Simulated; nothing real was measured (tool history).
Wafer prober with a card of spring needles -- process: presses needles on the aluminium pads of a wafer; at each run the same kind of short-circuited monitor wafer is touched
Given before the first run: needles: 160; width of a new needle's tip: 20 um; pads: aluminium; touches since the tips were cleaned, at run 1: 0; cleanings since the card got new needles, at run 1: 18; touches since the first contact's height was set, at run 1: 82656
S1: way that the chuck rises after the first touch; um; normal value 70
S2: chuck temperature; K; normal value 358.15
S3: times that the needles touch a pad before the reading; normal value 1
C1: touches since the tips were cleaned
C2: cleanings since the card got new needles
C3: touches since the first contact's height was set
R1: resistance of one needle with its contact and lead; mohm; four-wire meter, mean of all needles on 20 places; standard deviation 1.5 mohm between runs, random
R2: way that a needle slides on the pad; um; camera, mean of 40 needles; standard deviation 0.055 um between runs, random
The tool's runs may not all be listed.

run,day,S1,S2,S3,C1,C2,C3,R1,R2
1,0.000,70,358.15,1,0,18,82656,142,15.63
# day 0.375: tips cleaned on abrasive film
# day 0.838: tips cleaned on abrasive film
# day 1.212: tips cleaned on abrasive film
# day 1.588: tips cleaned on abrasive film
2,1.812,70,358.15,1,2356,22,101445,145,15.69
# day 2.000: tips cleaned on abrasive film
# day 2.467: tips cleaned on abrasive film
# day 2.933: tips cleaned on abrasive film
# day 3.396: tips cleaned on abrasive film
# day 3.771: tips cleaned on abrasive film
# day 4.238: tips cleaned on abrasive film
3,4.562,78,358.15,1,3390,28,129965,140,17.53
# day 4.658: tips cleaned on abrasive film
# day 5.121: tips cleaned on abrasive film
# day 5.588: tips cleaned on abrasive film
# day 5.962: tips cleaned on abrasive film
# day 6.338: tips cleaned on abrasive film
# day 6.800: tips cleaned on abrasive film
# day 7.267: tips cleaned on abrasive film
4,7.462,78,358.15,1,2044,35,160040,139,17.53
# day 7.650: tips cleaned on abrasive film
# day 8.117: tips cleaned on abrasive film
# day 8.492: tips cleaned on abrasive film
# day 8.871: height of the first contact set anew
# day 8.967: tips cleaned on abrasive film
# day 9.433: tips cleaned on abrasive film
# day 9.900: tips cleaned on abrasive film
5,10.058,78,358.15,1,1679,41,12312,143,17.47
# day 10.342: tips cleaned on abrasive film
# day 10.717: tips cleaned on abrasive film
# day 11.179: tips cleaned on abrasive film
# day 11.554: tips cleaned on abrasive film
# day 12.021: tips cleaned on abrasive film
# day 12.392: tips cleaned on abrasive film
# day 12.858: tips cleaned on abrasive film
6,13.212,78,358.15,1,3688,48,44999,142,17.49
# day 13.308: tips cleaned on abrasive film
# day 13.683: tips cleaned on abrasive film
# day 14.146: tips cleaned on abrasive film
# day 14.612: tips cleaned on abrasive film
# day 15.079: tips cleaned on abrasive film
# day 15.546: tips cleaned on abrasive film
7,15.775,78,358.15,1,2407,54,71571,142,17.42
# day 15.962: tips cleaned on abrasive film
# day 16.429: tips cleaned on abrasive film
# day 16.896: tips cleaned on abrasive film
# day 17.362: tips cleaned on abrasive film
8,17.596,78,305.15,1,2446,58,90451,132,17.52
# day 17.783: tips cleaned on abrasive film
# day 18.158: tips cleaned on abrasive film
# day 18.625: tips cleaned on abrasive film
# day 18.996: tips cleaned on abrasive film
# day 19.371: tips cleaned on abrasive film
# day 19.838: tips cleaned on abrasive film
9,20.138,78,305.15,1,3165,64,116815,135,17.35
# day 20.233: tips cleaned on abrasive film
# day 20.608: tips cleaned on abrasive film
# day 21.075: tips cleaned on abrasive film
# day 21.542: tips cleaned on abrasive film
# day 22.004: tips cleaned on abrasive film
# day 22.379: tips cleaned on abrasive film
# day 22.846: tips cleaned on abrasive film
# day 23.312: tips cleaned on abrasive film
10,23.371,78,305.15,1,610,72,150292,132,17.56
# day 23.742: tips cleaned on abrasive film
# day 24.208: tips cleaned on abrasive film
# day 24.675: tips cleaned on abrasive film
# day 25.046: tips cleaned on abrasive film
11,25.388,70,358.15,1,3554,76,171245,143,15.72
# day 25.483: tips cleaned on abrasive film
# day 25.679: height of the first contact set anew
# day 25.871: tips cleaned on abrasive film
# day 26.242: tips cleaned on abrasive film
# day 26.708: tips cleaned on abrasive film
# day 27.175: tips cleaned on abrasive film
# day 27.642: tips cleaned on abrasive film
# day 28.012: tips cleaned on abrasive film
12,28.025,70,358.15,1,128,83,24294,145,15.67

Run 13 comes next. What will it give?
# day 28.400: tips cleaned on abrasive film
# day 28.867: tips cleaned on abrasive film
# day 29.333: tips cleaned on abrasive film
# day 29.796: tips cleaned on abrasive film
# day 30.171: tips cleaned on abrasive film
# day 30.638: tips cleaned on abrasive film
# day 31.008: tips cleaned on abrasive film
13,31.092,74,307.15,2,873,90,56099,?,?

R1: 133 mohm
R2: 16.68 um
With the hidden condition absent and the run-to-run variation left alone, this run would have shown R1 133 mohm, R2 16.68 um.
